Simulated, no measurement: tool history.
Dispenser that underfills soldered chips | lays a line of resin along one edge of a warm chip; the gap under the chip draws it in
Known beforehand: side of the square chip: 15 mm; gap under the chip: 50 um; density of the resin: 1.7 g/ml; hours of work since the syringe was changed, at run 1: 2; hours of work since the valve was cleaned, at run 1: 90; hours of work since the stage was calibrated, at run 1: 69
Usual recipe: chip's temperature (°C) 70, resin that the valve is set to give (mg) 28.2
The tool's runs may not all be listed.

run,hour,chip's temperature (°C),resin that the valve is set to give (mg),hours of work since the syringe was changed,hours of work since the valve was cleaned,hours of work since the stage was calibrated,time until the resin shows at the far edge (s),resin that the valve gave (mg)
1,0.0,70,28.2,2,90,69,207.3,26.10
# hour 5.3: dispensing valve cleaned and set on the balance
2,8.9,70,28.2,7,2,74,261.9,28.14
# hour 16.6: new syringe of resin
3,16.6,70,28.2,0,7,79,181.9,28.13
4,23.1,70,28.2,4,12,83,221.8,28.12
5,27.3,70,28.2,7,14,86,254.7,27.94
6,32.2,70,28.2,10,18,89,297.2,27.73
# hour 35.0: new syringe of resin
7,35.7,70,28.2,0,20,92,191.2,28.02
8,42.9,70,28.2,5,25,96,233.5,27.81
9,49.5,70,28.2,10,29,101,288.1,27.70
# hour 53.5: new syringe of resin
10,54.1,70,28.2,0,32,104,183.2,27.72
11,58.7,70,28.2,3,35,107,216.3,27.38
12,65.2,70,28.2,8,39,111,260.6,27.34
13,71.4,70,28.2,12,43,115,319.5,27.34
# hour 72.2: new syringe of resin
14,75.9,70,28.2,2,46,118,210.1,27.17
15,82.7,70,28.2,7,51,122,256.5,27.11
16,89.5,70,36.0,12,55,127,306.1,34.49
# hour 90.8: new syringe of resin
17,93.3,77,36.0,2,57,129,139.5,34.55
18,100.4,77,36.0,6,62,134,175.7,34.44
19,104.7,77,28.2,9,65,137,206.2,26.92

Run 20, settings as shown, results not yet in. Your forecast:
20,108.2,58,30.7,12,67,139,?,?

For run 20 the tool returned time until the resin shows at the far edge (s) 594.1, resin that the valve gave (mg) 29.16.
With the hidden condition absent and the run-to-run variation left alone, this run would have shown time until the resin shows at the far edge (s) 334.4, resin that the valve gave (mg) 30.59.
